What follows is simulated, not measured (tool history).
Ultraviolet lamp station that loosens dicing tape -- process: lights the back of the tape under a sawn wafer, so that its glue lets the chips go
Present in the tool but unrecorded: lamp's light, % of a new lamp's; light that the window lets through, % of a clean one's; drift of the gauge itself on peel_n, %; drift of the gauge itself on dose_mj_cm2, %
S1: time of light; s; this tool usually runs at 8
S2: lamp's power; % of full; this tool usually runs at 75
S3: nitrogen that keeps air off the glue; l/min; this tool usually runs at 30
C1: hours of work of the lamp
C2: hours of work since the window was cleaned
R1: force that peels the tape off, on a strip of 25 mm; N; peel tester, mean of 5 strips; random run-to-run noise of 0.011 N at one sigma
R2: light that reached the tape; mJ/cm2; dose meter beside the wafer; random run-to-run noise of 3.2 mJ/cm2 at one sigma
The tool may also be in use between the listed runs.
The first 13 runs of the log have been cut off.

{"run": 14, "hour": 441.4, "S1": 8, "S2": 75, "S3": 50, "C1": 511, "C2": 511, "R1": 0.396, "R2": 498}
{"run": 15, "hour": 470.4, "S1": 8, "S2": 75, "S3": 30, "C1": 527, "C2": 527, "R1": 0.524, "R2": 490}
{"run": 16, "hour": 503.6, "S1": 8, "S2": 75, "S3": 30, "C1": 545, "C2": 545, "R1": 0.511, "R2": 492}
{"run": 17, "hour": 526.1, "S1": 8, "S2": 75, "S3": 11, "C1": 558, "C2": 558, "R1": 1.074, "R2": 492}
{"run": 18, "hour": 555.4, "S1": 8, "S2": 75, "S3": 11, "C1": 574, "C2": 574, "R1": 1.048, "R2": 496}
{"hour": 590.0, "done": "window cleaned of glue's vapour"}
{"run": 19, "hour": 599.7, "S1": 8, "S2": 75, "S3": 9, "C1": 598, "C2": 5, "R1": 1.203, "R2": 494}
{"run": 20, "hour": 634.4, "S1": 6, "S2": 64, "S3": 30, "C1": 617, "C2": 24, "R1": 1.279, "R2": 315}
{"hour": 640.0, "done": "lamp changed"}
{"run": 21, "hour": 679.4, "S1": 14, "S2": 75, "S3": 14, "C1": 22, "C2": 48, "R1": 0.282, "R2": 858}
{"run": 22, "hour": 701.3, "S1": 4, "S2": 75, "S3": 35, "C1": 34, "C2": 60, "R1": 1.747, "R2": 245}
{"run": 23, "hour": 731.9, "S1": 8, "S2": 88, "S3": 10, "C1": 50, "C2": 77, "R1": 0.829, "R2": 578}
{"run": 24, "hour": 759.8, "S1": 8, "S2": 77, "S3": 30, "C1": 66, "C2": 92, "R1": 0.468, "R2": 507}
{"run": 25, "hour": 800.9, "S1": 5, "S2": 97, "S3": 21, "C1": 88, "C2": 115, "R1": 1.067, "R2": 402}
{"run": 26, "hour": 818.8, "S1": 5, "S2": 97, "S3": 21, "C1": 98, "C2": 125, "R1": 1.036, "R2": 398}
{"run": 27, "hour": 862.0, "S1": 8, "S2": 76, "S3": 12, "C1": 121, "C2": 148, "R1": 0.951, "R2": 505}
{"run": 28, "hour": 888.7, "S1": 8, "S2": 76, "S3": 12, "C1": 136, "C2": 163, "R1": 0.965, "R2": 497}
{"run": 29, "hour": 927.8, "S1": 5, "S2": 75, "S3": 18, "C1": 157, "C2": 184, "R1": 1.818, "R2": 311}
{"run": 30, "hour": 961.8, "S1": 5, "S2": 75, "S3": 18, "C1": 176, "C2": 203, "R1": 1.756, "R2": 310}
{"run": 31, "hour": 986.9, "S1": 5, "S2": 75, "S3": 18, "C1": 190, "C2": 217, "R1": 1.785, "R2": 310}
{"run": 32, "hour": 1023.7, "S1": 4, "S2": 76, "S3": 48, "C1": 210, "C2": 237, "R1": 1.475, "R2": 254}
{"run": 33, "hour": 1047.0, "S1": 8, "S2": 62, "S3": 26, "C1": 223, "C2": 249, "R1": 0.837, "R2": 409}
{"run": 34, "hour": 1080.6, "S1": 8, "S2": 62, "S3": 26, "C1": 241, "C2": 268, "R1": 0.847, "R2": 409}
{"run": 35, "hour": 1106.9, "S1": 5, "S2": 87, "S3": 26, "C1": 255, "C2": 282, "R1": 1.109, "R2": 360}
{"run": 36, "hour": 1145.6, "S1": 5, "S2": 87, "S3": 26, "C1": 277, "C2": 303, "R1": 1.114, "R2": 362}
{"run": 37, "hour": 1176.1, "S1": 9, "S2": 75, "S3": 48, "C1": 293, "C2": 320, "R1": 0.312, "R2": 553}
{"run": 38, "hour": 1215.8, "S1": 4, "S2": 75, "S3": 31, "C1": 315, "C2": 342, "R1": 1.933, "R2": 247}

Forecast each of these 4 alternatives for the next run:
{"run": "A", "hour": 1247.4, "S1": 4, "S2": 68, "S3": 26, "C1": 332, "C2": 359, "R1": "?", "R2": "?"}
{"run": "B", "hour": 1247.4, "S1": 12, "S2": 71, "S3": 32, "C1": 332, "C2": 359, "R1": "?", "R2": "?"}
{"run": "C", "hour": 1247.4, "S1": 8, "S2": 93, "S3": 20, "C1": 332, "C2": 359, "R1": "?", "R2": "?"}
{"run": "D", "hour": 1247.4, "S1": 13, "S2": 75, "S3": 48, "C1": 332, "C2": 359, "R1": "?", "R2": "?"}

run=A R1=2.283 R2=224
run=B R1=0.259 R2=702
run=C R1=0.422 R2=615
run=D R1=0.2 R2=796
With no hidden state in the tool, these same runs would have given:
run=A R1=2.275 R2=225
run=B R1=0.258 R2=704
run=C R1=0.42 R2=617
run=D R1=0.2 R2=798
